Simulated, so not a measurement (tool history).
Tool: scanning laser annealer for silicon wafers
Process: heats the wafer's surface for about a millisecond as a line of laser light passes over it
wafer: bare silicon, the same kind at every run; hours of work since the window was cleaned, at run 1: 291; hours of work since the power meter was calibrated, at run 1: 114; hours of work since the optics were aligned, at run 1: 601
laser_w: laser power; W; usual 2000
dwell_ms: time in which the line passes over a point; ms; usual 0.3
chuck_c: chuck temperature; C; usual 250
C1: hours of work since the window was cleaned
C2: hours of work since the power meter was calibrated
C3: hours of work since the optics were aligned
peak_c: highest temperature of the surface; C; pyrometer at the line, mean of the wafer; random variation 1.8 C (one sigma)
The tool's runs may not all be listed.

run 1 day=0 | laser_w=2000 dwell_ms=0.3 chuck_c=250 | C1=291 C2=114 C3=601 | peak_c=1008
run 2 day=0.321 | laser_w=2000 dwell_ms=0.3 chuck_c=226 | C1=295 C2=118 C3=605 | peak_c=986
run 3 day=0.817 | laser_w=2000 dwell_ms=0.3 chuck_c=226 | C1=300 C2=123 C3=610 | peak_c=987
run 4 day=1.254 | laser_w=2000 dwell_ms=0.3 chuck_c=250 | C1=305 C2=128 C3=615 | peak_c=1011
run 5 day=1.942 | laser_w=2000 dwell_ms=0.3 chuck_c=250 | C1=312 C2=135 C3=622 | peak_c=1010
run 6 day=2.583 | laser_w=2193 dwell_ms=0.325 chuck_c=279 | C1=319 C2=142 C3=629 | peak_c=1150
run 7 day=3.096 | laser_w=2000 dwell_ms=0.3 chuck_c=222 | C1=325 C2=147 C3=634 | peak_c=981
run 8 day=3.717 | laser_w=1766 dwell_ms=0.3 chuck_c=285 | C1=331 C2=154 C3=641 | peak_c=952
run 9 day=4.196 | laser_w=2128 dwell_ms=0.3 chuck_c=250 | C1=336 C2=159 C3=646 | peak_c=1059
run 10 day=4.529 | laser_w=2027 dwell_ms=0.3 chuck_c=250 | C1=340 C2=163 C3=650 | peak_c=1019

5 ways to go on from here, each from the tool as it stands after run 10. What would each give?
run A day=5.125 | laser_w=2027 dwell_ms=0.215 chuck_c=244 | C1=346 C2=169 C3=656 | peak_c=?
run B day=5.125 | laser_w=2089 dwell_ms=0.222 chuck_c=225 | C1=346 C2=169 C3=656 | peak_c=?
run C day=5.125 | laser_w=1977 dwell_ms=0.288 chuck_c=233 | C1=346 C2=169 C3=656 | peak_c=?
run D day=5.125 | laser_w=2177 dwell_ms=0.238 chuck_c=250 | C1=346 C2=169 C3=656 | peak_c=?
run E day=5.125 | laser_w=2147 dwell_ms=0.317 chuck_c=235 | C1=346 C2=169 C3=656 | peak_c=?

run=A peak_c=892
run=B peak_c=907
run=C peak_c=968
run=D peak_c=987
run=E peak_c=1075
Without the tool's hidden state the same runs would have given:
run=A peak_c=893
run=B peak_c=908
run=C peak_c=968
run=D peak_c=988
run=E peak_c=1075
